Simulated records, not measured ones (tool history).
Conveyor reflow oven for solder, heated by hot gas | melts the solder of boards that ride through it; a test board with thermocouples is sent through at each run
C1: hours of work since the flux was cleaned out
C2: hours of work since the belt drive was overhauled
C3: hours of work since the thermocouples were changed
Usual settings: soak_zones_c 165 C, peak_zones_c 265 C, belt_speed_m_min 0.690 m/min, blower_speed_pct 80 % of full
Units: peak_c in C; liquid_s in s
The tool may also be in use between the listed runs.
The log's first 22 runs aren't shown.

{"run": 23, "hour": 762.9, "soak_zones_c": 165, "peak_zones_c": 265, "belt_speed_m_min": 0.671, "blower_speed_pct": 80, "C1": 415, "C2": 796, "C3": 553, "peak_c": 249.1, "liquid_s": 43.2}
{"hour": 796.5, "done": "flux residue cleaned out of gas plates and filters"}
{"hour": 802.6, "done": "thermocouples of zones 6 and 7 changed"}
{"run": 24, "hour": 808.0, "soak_zones_c": 165, "peak_zones_c": 276, "belt_speed_m_min": 0.686, "blower_speed_pct": 80, "C1": 7, "C2": 824, "C3": 4, "peak_c": 261.7, "liquid_s": 49.5}
{"run": 25, "hour": 844.2, "soak_zones_c": 165, "peak_zones_c": 276, "belt_speed_m_min": 0.686, "blower_speed_pct": 80, "C1": 34, "C2": 851, "C3": 31, "peak_c": 261.3, "liquid_s": 49.1}
{"run": 26, "hour": 872.3, "soak_zones_c": 165, "peak_zones_c": 276, "belt_speed_m_min": 0.604, "blower_speed_pct": 80, "C1": 54, "C2": 872, "C3": 51, "peak_c": 264.9, "liquid_s": 58.1}
{"hour": 911.4, "done": "belt drive overhauled, speed set with a stopwatch"}
{"run": 27, "hour": 932.6, "soak_zones_c": 176, "peak_zones_c": 269, "belt_speed_m_min": 0.636, "blower_speed_pct": 86, "C1": 96, "C2": 16, "C3": 93, "peak_c": 258.6, "liquid_s": 54.7}
{"run": 28, "hour": 960.2, "soak_zones_c": 176, "peak_zones_c": 269, "belt_speed_m_min": 0.636, "blower_speed_pct": 86, "C1": 116, "C2": 36, "C3": 113, "peak_c": 258.4, "liquid_s": 54.7}
{"run": 29, "hour": 1015.4, "soak_zones_c": 176, "peak_zones_c": 257, "belt_speed_m_min": 0.556, "blower_speed_pct": 65, "C1": 157, "C2": 76, "C3": 154, "peak_c": 247.2, "liquid_s": 55.6}
{"run": 30, "hour": 1055.3, "soak_zones_c": 176, "peak_zones_c": 257, "belt_speed_m_min": 0.556, "blower_speed_pct": 65, "C1": 186, "C2": 106, "C3": 183, "peak_c": 246.7, "liquid_s": 55.6}

4 ways to go on from here, each from the tool as it stands after run 30. What would each give?
{"run": "A", "hour": 1101.8, "soak_zones_c": 165, "peak_zones_c": 265, "belt_speed_m_min": 0.69, "blower_speed_pct": 68, "C1": 220, "C2": 140, "C3": 217, "peak_c": "?", "liquid_s": "?"}
{"run": "B", "hour": 1101.8, "soak_zones_c": 160, "peak_zones_c": 279, "belt_speed_m_min": 0.556, "blower_speed_pct": 52, "C1": 220, "C2": 140, "C3": 217, "peak_c": "?", "liquid_s": "?"}
{"run": "C", "hour": 1101.8, "soak_zones_c": 174, "peak_zones_c": 265, "belt_speed_m_min": 0.798, "blower_speed_pct": 80, "C1": 220, "C2": 140, "C3": 217, "peak_c": "?", "liquid_s": "?"}
{"run": "D", "hour": 1101.8, "soak_zones_c": 176, "peak_zones_c": 271, "belt_speed_m_min": 0.581, "blower_speed_pct": 65, "C1": 220, "C2": 140, "C3": 217, "peak_c": "?", "liquid_s": "?"}

run=A peak_c=246.5 liquid_s=39.8
run=B peak_c=261.8 liquid_s=58.7
run=C peak_c=246.3 liquid_s=35.7
run=D peak_c=258.2 liquid_s=59.2
Without the tool's hidden state the same runs would have given:
run=A peak_c=248.8 liquid_s=41.6
run=B peak_c=263.8 liquid_s=59.9
run=C peak_c=248.8 liquid_s=37.5
run=D peak_c=260.1 liquid_s=60.4

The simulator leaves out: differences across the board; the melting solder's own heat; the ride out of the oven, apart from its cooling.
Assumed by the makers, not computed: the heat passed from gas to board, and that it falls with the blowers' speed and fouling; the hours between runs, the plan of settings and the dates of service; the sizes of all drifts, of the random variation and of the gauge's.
